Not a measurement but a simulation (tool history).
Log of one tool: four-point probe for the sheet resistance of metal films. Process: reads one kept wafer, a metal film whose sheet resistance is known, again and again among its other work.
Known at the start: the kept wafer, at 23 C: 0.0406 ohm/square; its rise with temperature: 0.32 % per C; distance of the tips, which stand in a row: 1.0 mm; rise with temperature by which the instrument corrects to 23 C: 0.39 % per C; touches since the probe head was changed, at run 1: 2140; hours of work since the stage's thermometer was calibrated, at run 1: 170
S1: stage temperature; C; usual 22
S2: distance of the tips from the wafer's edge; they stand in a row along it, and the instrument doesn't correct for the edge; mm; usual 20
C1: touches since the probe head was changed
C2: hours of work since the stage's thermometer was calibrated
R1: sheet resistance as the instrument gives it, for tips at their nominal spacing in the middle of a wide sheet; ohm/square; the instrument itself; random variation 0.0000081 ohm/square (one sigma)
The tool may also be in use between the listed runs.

run,hour,S1,S2,C1,C2,R1
1,0.0,22,20,2140,170,0.040674
2,123.2,22,20,6505,257,0.040685
3,220.0,32,20,9936,325,0.040418
4,341.8,32,20,14254,410,0.040442
5,448.1,32,20,18020,484,0.040419
6,551.2,30,20,21672,557,0.040463
7,634.5,30,20,24625,615,0.040470
8,700.1,30,20,26949,661,0.040458
9,836.2,30,20,31772,756,0.040465
10,920.5,30,20,34760,815,0.040487
11,1057.5,30,20,39614,911,0.040466
12,1189.6,30,20,44296,1004,0.040464
13,1252.1,30,20,46511,1048,0.040472
14,1327.8,30,20,49194,1101,0.040462
15,1414.9,30,20,52280,1162,0.040471
16,1512.1,22,20,55724,1230,0.040670
17,1617.5,22,20,59458,1303,0.040686
# hour 1643.7: stage's thermometer calibrated
18,1746.3,22,20,64007,72,0.040663
19,1825.4,22,20,66809,127,0.040679
20,1909.4,22,20,69784,186,0.040662
21,1965.7,33,20,71779,226,0.040388
22,2036.8,22,20,74301,275,0.040661
23,2169.4,22,20,79000,368,0.040680
24,2240.6,22,20,81522,418,0.040668
25,2327.1,29,18,84586,479,0.040490
26,2437.4,29,18,88495,556,0.040506
27,2542.6,20,45,92225,630,0.040671
28,2613.8,22,45,94748,680,0.040630
29,2674.5,35,7,96898,722,0.040718
30,2739.2,25,27,99190,767,0.040570
31,2837.9,25,27,102688,836,0.040557
32,2963.5,22,45,107139,924,0.040632
33,3045.8,22,45,110056,982,0.040637
34,3153.2,32,4,113860,1057,0.041677
35,3248.3,28,20,117234,1124,0.040518
36,3378.2,27,5,121836,1215,0.041340
37,3443.9,30,66,124164,1261,0.040418
38,3516.3,30,66,126731,1312,0.040422
# hour 3541.6: stage's thermometer calibrated
39,3628.7,18,6,130695,61,0.041356
40,3747.2,21,20,134895,144,0.040714
41,3805.7,21,20,136968,185,0.040714
42,3868.2,21,20,139183,229,0.040694
43,3963.4,21,46,142556,295,0.040653

How the hidden state differs across the entries between the runs, from the last listed run before each to the first after it:
Between runs 17 and 18: stage's thermometer calibrated (hour 1643.7)
  wafer's true temperature over the reading, C: -0.01 -> 0
Between runs 38 and 39: stage's thermometer calibrated (hour 3541.6)
  inner tips' distance over the nominal, %: -0.012 -> -0.013
